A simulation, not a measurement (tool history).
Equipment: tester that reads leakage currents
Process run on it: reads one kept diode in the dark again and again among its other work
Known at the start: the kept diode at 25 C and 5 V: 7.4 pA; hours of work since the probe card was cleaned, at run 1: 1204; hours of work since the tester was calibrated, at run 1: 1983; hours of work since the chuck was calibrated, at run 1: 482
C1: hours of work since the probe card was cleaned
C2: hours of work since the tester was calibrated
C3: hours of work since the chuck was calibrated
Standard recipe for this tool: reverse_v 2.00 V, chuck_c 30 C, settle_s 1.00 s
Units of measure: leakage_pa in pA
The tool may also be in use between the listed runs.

{"run": 1, "hour": 0.0, "reverse_v": 2.0, "chuck_c": 30, "settle_s": 1.0, "C1": 1204, "C2": 1983, "C3": 482, "leakage_pa": 7.72}
{"run": 2, "hour": 136.0, "reverse_v": 2.0, "chuck_c": 30, "settle_s": 1.0, "C1": 1286, "C2": 2065, "C3": 563, "leakage_pa": 7.69}
{"hour": 284.3, "done": "chuck's temperature calibrated"}
{"run": 3, "hour": 293.7, "reverse_v": 2.0, "chuck_c": 30, "settle_s": 9.74, "C1": 1380, "C2": 2158, "C3": 6, "leakage_pa": 7.97}
{"run": 4, "hour": 435.3, "reverse_v": 2.0, "chuck_c": 30, "settle_s": 9.74, "C1": 1465, "C2": 2243, "C3": 91, "leakage_pa": 8.09}
{"run": 5, "hour": 516.8, "reverse_v": 2.0, "chuck_c": 30, "settle_s": 9.74, "C1": 1514, "C2": 2292, "C3": 140, "leakage_pa": 8.11}
{"run": 6, "hour": 649.1, "reverse_v": 2.0, "chuck_c": 30, "settle_s": 9.74, "C1": 1593, "C2": 2372, "C3": 219, "leakage_pa": 8.16}
{"run": 7, "hour": 768.4, "reverse_v": 2.0, "chuck_c": 30, "settle_s": 9.74, "C1": 1665, "C2": 2444, "C3": 291, "leakage_pa": 8.17}
{"run": 8, "hour": 935.3, "reverse_v": 2.0, "chuck_c": 30, "settle_s": 1.0, "C1": 1765, "C2": 2544, "C3": 391, "leakage_pa": 8.41}
{"run": 9, "hour": 1060.9, "reverse_v": 2.0, "chuck_c": 30, "settle_s": 1.0, "C1": 1841, "C2": 2620, "C3": 467, "leakage_pa": 8.45}
{"run": 10, "hour": 1217.7, "reverse_v": 2.0, "chuck_c": 30, "settle_s": 1.0, "C1": 1935, "C2": 2714, "C3": 561, "leakage_pa": 8.4}
{"run": 11, "hour": 1307.6, "reverse_v": 2.0, "chuck_c": 30, "settle_s": 1.0, "C1": 1989, "C2": 2768, "C3": 615, "leakage_pa": 8.37}
{"hour": 1358.7, "done": "chuck's temperature calibrated"}
{"hour": 1401.2, "done": "probe card cleaned and baked"}
{"run": 12, "hour": 1469.2, "reverse_v": 2.0, "chuck_c": 30, "settle_s": 1.0, "C1": 41, "C2": 2862, "C3": 65, "leakage_pa": 9.26}
{"run": 13, "hour": 1624.2, "reverse_v": 2.0, "chuck_c": 30, "settle_s": 1.0, "C1": 134, "C2": 2955, "C3": 158, "leakage_pa": 9.2}
{"run": 14, "hour": 1791.9, "reverse_v": 2.0, "chuck_c": 37, "settle_s": 1.0, "C1": 235, "C2": 3056, "C3": 259, "leakage_pa": 14.77}
{"run": 15, "hour": 1909.1, "reverse_v": 2.0, "chuck_c": 37, "settle_s": 1.0, "C1": 306, "C2": 3127, "C3": 329, "leakage_pa": 14.61}
{"hour": 2048.5, "done": "probe card cleaned and baked, once more"}
{"run": 16, "hour": 2055.8, "reverse_v": 2.0, "chuck_c": 59, "settle_s": 1.0, "C1": 4, "C2": 3213, "C3": 416, "leakage_pa": 67.8}
{"run": 17, "hour": 2208.3, "reverse_v": 2.0, "chuck_c": 53, "settle_s": 1.0, "C1": 96, "C2": 3305, "C3": 507, "leakage_pa": 43.11}
{"run": 18, "hour": 2308.2, "reverse_v": 2.0, "chuck_c": 53, "settle_s": 1.0, "C1": 156, "C2": 3365, "C3": 567, "leakage_pa": 42.86}
{"hour": 2446.9, "done": "chuck's temperature calibrated"}
{"run": 19, "hour": 2479.8, "reverse_v": 2.0, "chuck_c": 30, "settle_s": 1.63, "C1": 258, "C2": 3467, "C3": 20, "leakage_pa": 6.99}
{"run": 20, "hour": 2613.0, "reverse_v": 2.0, "chuck_c": 30, "settle_s": 1.0, "C1": 338, "C2": 3547, "C3": 100, "leakage_pa": 7.1}
{"run": 21, "hour": 2769.4, "reverse_v": 2.0, "chuck_c": 34, "settle_s": 1.0, "C1": 432, "C2": 3641, "C3": 194, "leakage_pa": 9.87}
{"run": 22, "hour": 2931.1, "reverse_v": 19.54, "chuck_c": 30, "settle_s": 1.0, "C1": 530, "C2": 3738, "C3": 291, "leakage_pa": 30.99}
{"run": 23, "hour": 3019.0, "reverse_v": 11.82, "chuck_c": 28, "settle_s": 4.34, "C1": 582, "C2": 3791, "C3": 344, "leakage_pa": 18.23}
{"run": 24, "hour": 3143.3, "reverse_v": 11.43, "chuck_c": 30, "settle_s": 2.2, "C1": 657, "C2": 3866, "C3": 419, "leakage_pa": 21.25}
{"run": 25, "hour": 3261.3, "reverse_v": 2.0, "chuck_c": 30, "settle_s": 1.47, "C1": 728, "C2": 3937, "C3": 490, "leakage_pa": 7.14}
{"run": 26, "hour": 3374.9, "reverse_v": 2.0, "chuck_c": 30, "settle_s": 1.47, "C1": 797, "C2": 4005, "C3": 558, "leakage_pa": 7.13}
{"hour": 3527.9, "done": "chuck's temperature calibrated"}
{"run": 27, "hour": 3528.8, "reverse_v": 2.0, "chuck_c": 58, "settle_s": 1.0, "C1": 888, "C2": 4097, "C3": 1, "leakage_pa": 65.38}
{"run": 28, "hour": 3692.8, "reverse_v": 1.42, "chuck_c": 30, "settle_s": 0.81, "C1": 987, "C2": 4195, "C3": 99, "leakage_pa": 6.34}
{"run": 29, "hour": 3846.1, "reverse_v": 5.36, "chuck_c": 30, "settle_s": 1.0, "C1": 1079, "C2": 4288, "C3": 191, "leakage_pa": 14.57}
{"run": 30, "hour": 3999.9, "reverse_v": 1.35, "chuck_c": 46, "settle_s": 2.48, "C1": 1171, "C2": 4380, "C3": 284, "leakage_pa": 20.49}
{"run": 31, "hour": 4158.6, "reverse_v": 1.96, "chuck_c": 25, "settle_s": 0.95, "C1": 1267, "C2": 4476, "C3": 379, "leakage_pa": 5.31}
{"run": 32, "hour": 4320.8, "reverse_v": 1.96, "chuck_c": 25, "settle_s": 0.95, "C1": 1364, "C2": 4573, "C3": 477, "leakage_pa": 5.34}
{"run": 33, "hour": 4400.0, "reverse_v": 9.33, "chuck_c": 21, "settle_s": 0.37, "C1": 1412, "C2": 4621, "C3": 525, "leakage_pa": 15.47}
{"run": 34, "hour": 4526.1, "reverse_v": 9.33, "chuck_c": 21, "settle_s": 0.37, "C1": 1488, "C2": 4697, "C3": 600, "leakage_pa": 15.67}
{"hour": 4605.2, "done": "chuck's temperature calibrated"}
{"run": 35, "hour": 4696.1, "reverse_v": 4.84, "chuck_c": 21, "settle_s": 0.37, "C1": 1589, "C2": 4798, "C3": 55, "leakage_pa": 9.78}
{"run": 36, "hour": 4866.5, "reverse_v": 4.84, "chuck_c": 21, "settle_s": 0.37, "C1": 1691, "C2": 4900, "C3": 157, "leakage_pa": 9.96}
{"run": 37, "hour": 4943.1, "reverse_v": 19.92, "chuck_c": 28, "settle_s": 0.83, "C1": 1737, "C2": 4946, "C3": 203, "leakage_pa": 37.99}
{"run": 38, "hour": 5072.8, "reverse_v": 7.73, "chuck_c": 23, "settle_s": 2.25, "C1": 1815, "C2": 5024, "C3": 281, "leakage_pa": 13.63}
{"run": 39, "hour": 5199.9, "reverse_v": 17.95, "chuck_c": 30, "settle_s": 1.0, "C1": 1892, "C2": 5101, "C3": 358, "leakage_pa": 39.13}
{"run": 40, "hour": 5336.2, "reverse_v": 7.01, "chuck_c": 29, "settle_s": 9.13, "C1": 1974, "C2": 5183, "C3": 440, "leakage_pa": 17.77}

For each entry between runs, how does the tool's hidden state at the last listed run before it compare with that at the first listed run after it?
Run 2 -> run 3: chuck's temperature calibrated (hour 284.3)
  stray current of the dirty probe card, pA a volt: 0.588 -> 0.624; current scale over the true one, %: -1 -> -1.05; true chuck temperature over the reading, C: -0.68 -> 0.2
  measured minus no-state result, leakage_pa: +0.66 -> +1.25 pA
Run 11 -> run 12: chuck's temperature calibrated (hour 1358.7); probe card cleaned and baked (hour 1401.2)
  stray current of the dirty probe card, pA a volt: 0.867 -> 1.169; current scale over the true one, %: -1.37 -> -1.42; true chuck temperature over the reading, C: -0.41 -> -0.03
  measured minus no-state result, leakage_pa: +1.33 -> +2.15 pA
Run 15 -> run 16: probe card cleaned and baked, once more (hour 2048.5)
  stray current of the dirty probe card, pA a volt: 1.27 -> 0.024; current scale over the true one, %: -1.56 -> -1.6; true chuck temperature over the reading, C: -0.29 -> -0.37
  measured minus no-state result, leakage_pa: +1.96 -> -3.00 pA
Run 18 -> run 19: chuck's temperature calibrated (hour 2446.9)
  stray current of the dirty probe card, pA a volt: 0.078 -> 0.115; current scale over the true one, %: -1.68 -> -1.74; true chuck temperature over the reading, C: -0.52 -> -0.12
  measured minus no-state result, leakage_pa: -2.38 -> +0.00 pA
Run 26 -> run 27: chuck's temperature calibrated (hour 3527.9)
  stray current of the dirty probe card, pA a volt: 0.33 -> 0.368; current scale over the true one, %: -2.02 -> -2.07; true chuck temperature over the reading, C: -0.66 -> 0.02
  measured minus no-state result, leakage_pa: +0.09 -> -0.58 pA
Run 34 -> run 35: chuck's temperature calibrated (hour 4605.2)
  stray current of the dirty probe card, pA a volt: 0.609 -> 0.648; current scale over the true one, %: -2.37 -> -2.42; true chuck temperature over the reading, C: -0.57 -> 0.16
  measured minus no-state result, leakage_pa: +4.73 -> +2.88 pA
